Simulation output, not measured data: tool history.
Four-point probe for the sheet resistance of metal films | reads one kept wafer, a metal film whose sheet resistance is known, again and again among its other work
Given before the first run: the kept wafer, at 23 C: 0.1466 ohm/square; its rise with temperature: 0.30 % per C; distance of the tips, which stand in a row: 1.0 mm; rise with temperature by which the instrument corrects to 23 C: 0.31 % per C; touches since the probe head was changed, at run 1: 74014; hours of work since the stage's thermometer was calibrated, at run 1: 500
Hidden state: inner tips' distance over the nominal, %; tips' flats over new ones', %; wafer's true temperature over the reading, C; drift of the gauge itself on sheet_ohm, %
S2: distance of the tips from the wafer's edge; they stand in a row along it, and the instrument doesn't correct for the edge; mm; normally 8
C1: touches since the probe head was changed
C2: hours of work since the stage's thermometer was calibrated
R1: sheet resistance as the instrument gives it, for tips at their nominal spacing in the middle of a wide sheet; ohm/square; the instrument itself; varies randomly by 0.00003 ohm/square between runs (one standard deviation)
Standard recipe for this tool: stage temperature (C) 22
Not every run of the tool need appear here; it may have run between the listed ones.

run 1 hour=0 | stage_temperature_(C)=22 S2=8 | C1=74014 C2=500 | R1=0.148178
run 2 hour=23.2 | stage_temperature_(C)=22 S2=8 | C1=75121 C2=516 | R1=0.148285
run 3 hour=40.5 | stage_temperature_(C)=22 S2=54 | C1=75945 C2=528 | R1=0.147056
run 4 hour=63.6 | stage_temperature_(C)=26 S2=54 | C1=77047 C2=544 | R1=0.147001
run 5 hour=80.1 | stage_temperature_(C)=26 S2=54 | C1=77832 C2=555 | R1=0.147035
run 6 hour=104.5 | stage_temperature_(C)=26 S2=54 | C1=78999 C2=572 | R1=0.147086
run 7 hour=126.1 | stage_temperature_(C)=25 S2=54 | C1=80026 C2=587 | R1=0.147124
run 8 hour=140.4 | stage_temperature_(C)=25 S2=54 | C1=80709 C2=596 | R1=0.147082
run 9 hour=165.6 | stage_temperature_(C)=25 S2=54 | C1=81912 C2=614 | R1=0.147098
run 10 hour=192.8 | stage_temperature_(C)=25 S2=54 | C1=83208 C2=632 | R1=0.147125
run 11 hour=206.8 | stage_temperature_(C)=25 S2=54 | C1=83877 C2=642 | R1=0.147103
run 12 hour=219.1 | stage_temperature_(C)=26 S2=6 | C1=84464 C2=650 | R1=0.149263
run 13 hour=232.2 | stage_temperature_(C)=26 S2=6 | C1=85087 C2=659 | R1=0.149312
run 14 hour=257.1 | stage_temperature_(C)=26 S2=6 | C1=86276 C2=676 | R1=0.149291

Measured result minus the same run's result without the hidden state. Both carry the same run-to-run variation, though not necessarily the same gauge scatter:
run=1 R1=+0.000427
run=2 R1=+0.000439
run=3 R1=+0.000444
run=4 R1=+0.000456
run=5 R1=+0.000464
run=6 R1=+0.000476
run=7 R1=+0.000486
run=8 R1=+0.000493
run=9 R1=+0.000506
run=10 R1=+0.00052
run=11 R1=+0.000528
run=12 R1=+0.000541
run=13 R1=+0.000549
run=14 R1=+0.000562

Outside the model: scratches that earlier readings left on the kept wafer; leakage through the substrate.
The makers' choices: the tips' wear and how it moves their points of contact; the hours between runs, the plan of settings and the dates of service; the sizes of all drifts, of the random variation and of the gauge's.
